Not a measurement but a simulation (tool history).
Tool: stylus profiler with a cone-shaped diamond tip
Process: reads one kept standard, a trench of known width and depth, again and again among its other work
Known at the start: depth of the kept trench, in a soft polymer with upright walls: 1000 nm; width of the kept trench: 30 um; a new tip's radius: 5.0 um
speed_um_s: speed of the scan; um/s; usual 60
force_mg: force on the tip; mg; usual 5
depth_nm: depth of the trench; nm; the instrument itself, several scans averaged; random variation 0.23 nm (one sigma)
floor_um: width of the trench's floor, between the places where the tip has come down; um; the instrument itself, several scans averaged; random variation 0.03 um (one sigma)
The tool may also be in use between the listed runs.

run	day	speed_um_s	force_mg	depth_nm	floor_um
1	0	60	5	1014.42	23.2
2	1.696	60	5	1014.49	23.21
3	5.338	54	5	1014.49	23.17
4	8.208	54	5	1015.08	23.16
5	11.012	54	5	1015.06	23.06
6	13.379	54	5	1015.23	23.1
7	16.612	60	5	1014.75	23
8	18.3	60	5	1015.27	22.99
9	21.654	60	1.95	1009.01	22.82
10	23.912	60	6.69	1018.66	22.86
11	27.179	60	5	1015.84	22.84
12	30.308	60	3.1	1012.27	22.72
13	32.162	60	3.1	1012.48	22.69
14	34.375	60	3.1	1012.66	22.67
15	37.275	60	4.65	1015.49	22.63
16	40.042	140	7.3	1019.94	22.4
17	41.7	117	8.91	1022.15	22.53
18	43.904	44	11.33	1025.29	22.58
19	45.596	25	11.33	1025.93	22.63
20	47.917	25	11.33	1025.88	22.54
21	50.3	25	11.33	1026.05	22.6
22	53.183	64	3.72	1014.77	22.36
23	55.988	29	4.69	1016.75	22.4
24	59.367	29	4.69	1016.92	22.39
25	62.646	62	14.65	1030.42	22.32
26	65.646	175	2.23	1011.8	21.7
27	68.55	40	7.58	1021.71	22.23

The same runs without the tool's hidden state, with the same run-to-run variation:
The hidden state here: radius of the tip, um; height scale over the true one, %; drift of the gauge itself on depth_nm, %; drift of the gauge itself on floor_um, %.
run	depth_nm	floor_um
1	1012.54	23.8
2	1012.53	23.83
3	1012.37	23.86
4	1012.8	23.9
5	1012.67	23.85
6	1012.72	23.93
7	1012.08	23.87
8	1012.53	23.9
9	1006.14	23.78
10	1015.65	23.86
11	1012.69	23.89
12	1008.99	23.82
13	1009.11	23.83
14	1009.18	23.83
15	1011.87	23.84
16	1016.18	23.66
17	1018.29	23.82
18	1021.32	23.9
19	1021.88	23.97
20	1021.71	23.92
21	1021.77	24.02
22	1010.4	23.83
23	1012.22	23.91
24	1012.24	23.94
25	1025.51	23.92
26	1006.84	23.36
27	1016.56	23.93
